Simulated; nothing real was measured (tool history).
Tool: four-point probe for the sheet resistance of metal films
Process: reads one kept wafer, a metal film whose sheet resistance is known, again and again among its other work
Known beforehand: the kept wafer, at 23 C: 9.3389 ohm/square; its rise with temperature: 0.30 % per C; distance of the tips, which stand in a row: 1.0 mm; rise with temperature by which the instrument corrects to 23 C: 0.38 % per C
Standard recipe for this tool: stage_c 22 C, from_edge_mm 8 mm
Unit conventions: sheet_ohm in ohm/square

{"run": 1, "hour": 0.0, "stage_c": 22, "from_edge_mm": 8, "sheet_ohm": 9.396747}
{"run": 2, "hour": 75.3, "stage_c": 22, "from_edge_mm": 3, "sheet_ohm": 9.840726}
{"run": 3, "hour": 126.6, "stage_c": 22, "from_edge_mm": 8, "sheet_ohm": 9.392434}
{"run": 4, "hour": 203.8, "stage_c": 22, "from_edge_mm": 8, "sheet_ohm": 9.389258}
{"run": 5, "hour": 280.5, "stage_c": 22, "from_edge_mm": 8, "sheet_ohm": 9.388017}
{"run": 6, "hour": 367.7, "stage_c": 22, "from_edge_mm": 8, "sheet_ohm": 9.388829}
{"run": 7, "hour": 403.6, "stage_c": 22, "from_edge_mm": 8, "sheet_ohm": 9.385149}
{"run": 8, "hour": 482.9, "stage_c": 22, "from_edge_mm": 8, "sheet_ohm": 9.385573}
{"run": 9, "hour": 549.3, "stage_c": 22, "from_edge_mm": 38, "sheet_ohm": 9.309255}
{"run": 10, "hour": 633.7, "stage_c": 22, "from_edge_mm": 38, "sheet_ohm": 9.306984}
{"run": 11, "hour": 716.8, "stage_c": 22, "from_edge_mm": 33, "sheet_ohm": 9.30435}
{"run": 12, "hour": 758.2, "stage_c": 22, "from_edge_mm": 33, "sheet_ohm": 9.308204}
{"run": 13, "hour": 797.7, "stage_c": 22, "from_edge_mm": 33, "sheet_ohm": 9.300702}
{"hour": 802.7, "done": "stage's thermometer calibrated"}
{"run": 14, "hour": 856.1, "stage_c": 22, "from_edge_mm": 31, "sheet_ohm": 9.296944}
{"run": 15, "hour": 924.4, "stage_c": 22, "from_edge_mm": 31, "sheet_ohm": 9.293364}
{"run": 16, "hour": 985.8, "stage_c": 29, "from_edge_mm": 41, "sheet_ohm": 9.240041}
{"run": 17, "hour": 1022.3, "stage_c": 32, "from_edge_mm": 41, "sheet_ohm": 9.220318}
{"run": 18, "hour": 1093.8, "stage_c": 24, "from_edge_mm": 17, "sheet_ohm": 9.289411}
{"run": 19, "hour": 1142.7, "stage_c": 22, "from_edge_mm": 15, "sheet_ohm": 9.30875}
{"hour": 1168.9, "done": "stage's thermometer calibrated, once more"}
{"run": 20, "hour": 1184.9, "stage_c": 28, "from_edge_mm": 5, "sheet_ohm": 9.457124}
{"run": 21, "hour": 1236.1, "stage_c": 28, "from_edge_mm": 5, "sheet_ohm": 9.459165}
{"run": 22, "hour": 1316.2, "stage_c": 22, "from_edge_mm": 5, "sheet_ohm": 9.503271}
{"run": 23, "hour": 1385.7, "stage_c": 25, "from_edge_mm": 8, "sheet_ohm": 9.360288}
{"run": 24, "hour": 1423.0, "stage_c": 26, "from_edge_mm": 4, "sheet_ohm": 9.57499}
{"run": 25, "hour": 1489.7, "stage_c": 23, "from_edge_mm": 4, "sheet_ohm": 9.594578}
{"run": 26, "hour": 1543.9, "stage_c": 23, "from_edge_mm": 4, "sheet_ohm": 9.59271}
{"run": 27, "hour": 1581.9, "stage_c": 23, "from_edge_mm": 4, "sheet_ohm": 9.593007}
{"run": 28, "hour": 1628.2, "stage_c": 19, "from_edge_mm": 22, "sheet_ohm": 9.32967}
{"run": 29, "hour": 1689.6, "stage_c": 24, "from_edge_mm": 62, "sheet_ohm": 9.282025}

Pick out some run-to-run changes in sheet_ohm. Of each, how much would a tool without hidden state show as well, from the settings, what came in and chance, and how much is left for the hidden state and any gauge scatter not in both results compared?
Hidden state at play: inner tips' distance over the nominal, %; tips' flats over new ones', %; wafer's true temperature over the reading, C; drift of the gauge itself on sheet_ohm, %.
Run 1 -> 2: from_edge_mm 8 -> 3. sheet_ohm +0.443979 ohm/square: hidden state -0.003125, all else +0.447104.
Run 2 -> 3: from_edge_mm 3 -> 8. sheet_ohm -0.448292 ohm/square: hidden state +0.000083, all else -0.448375.
Run 13 -> 14: from_edge_mm 33 -> 31, stage's thermometer calibrated. sheet_ohm -0.003758 ohm/square: hidden state -0.009206, all else +0.005448.
Run 19 -> 20: stage_c 22 -> 28, from_edge_mm 15 -> 5, stage's thermometer calibrated, once more. sheet_ohm +0.148374 ohm/square: hidden state +0.023035, all else +0.125339.
